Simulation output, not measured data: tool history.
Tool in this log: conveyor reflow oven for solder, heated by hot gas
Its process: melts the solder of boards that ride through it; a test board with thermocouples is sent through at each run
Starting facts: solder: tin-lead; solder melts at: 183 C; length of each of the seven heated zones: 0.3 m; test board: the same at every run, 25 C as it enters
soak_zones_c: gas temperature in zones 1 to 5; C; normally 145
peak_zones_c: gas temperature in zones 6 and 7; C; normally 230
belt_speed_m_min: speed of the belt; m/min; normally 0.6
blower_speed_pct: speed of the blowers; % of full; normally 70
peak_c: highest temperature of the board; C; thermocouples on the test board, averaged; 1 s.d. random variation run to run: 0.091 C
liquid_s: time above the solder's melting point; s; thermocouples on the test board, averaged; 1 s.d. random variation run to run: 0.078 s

run	hour	soak_zones_c	peak_zones_c	belt_speed_m_min	blower_speed_pct	peak_c	liquid_s
1	0	145	230	0.6	70	211.78	42.92
2	34.3	145	230	0.6	70	211.56	42.83
3	50.3	145	219	0.6	70	202.5	35.13
4	77.7	145	230	0.6	70	211.62	42.65
5	99.2	145	230	0.6	70	211.46	42.62
6	129.7	145	227	0.6	70	209.03	40.79
7	161.9	145	242	0.6	70	221.33	48.93
8	179.1	145	242	0.6	70	221.26	48.91
9	205.4	145	242	0.6	70	221.1	48.96
10	237.9	145	242	0.6	77	222.56	49.87
11	269.5	145	242	0.6	77	222.65	49.79
12	290.7	145	242	0.546	59	220.35	53.24
13	319.9	145	244	0.481	70	232.31	68.28
14	334.9	145	244	0.481	70	232.11	68.35
15	355	145	230	0.495	70	218.75	58.88
16	374.9	145	230	0.495	70	218.71	58.98
17	390.9	145	230	0.488	70	218.96	60.1
18	425.5	145	230	0.488	70	218.76	60.13
19	457.1	152	228	0.489	70	218.04	62.17

The log once held 2 entries between its listed runs, left out of this copy. Where does each go, and what is different about the tool's unlogged condition between the listed run before it and the listed run after it?
Runs 9 to 10: flux residue cleaned out of gas plates and filters (hour 212.8)
  heat that the gas passes to the board, % of a clean oven's: 91.4 -> 89.6; belt's true speed, % of the reading: 99.43 -> 99.41; true gas temperature in zones 6 and 7 over the reading, C: 0.45 -> 0.46
  measured value less the no-hidden-state value, peak_c: -1.82 -> -2.45 C; liquid_s: -0.91 -> -1.18 s
Runs 12 to 13: flux residue cleaned out of gas plates and filters, once more (hour 303.4)
  heat that the gas passes to the board, % of a clean oven's: 89 -> 99.5; belt's true speed, % of the reading: 99.37 -> 99.36; true gas temperature in zones 6 and 7 over the reading, C: 0.49 -> 0.5
  measured value less the no-hidden-state value, peak_c: -2 -> +0.53 C; liquid_s: -1.15 -> +0.69 s
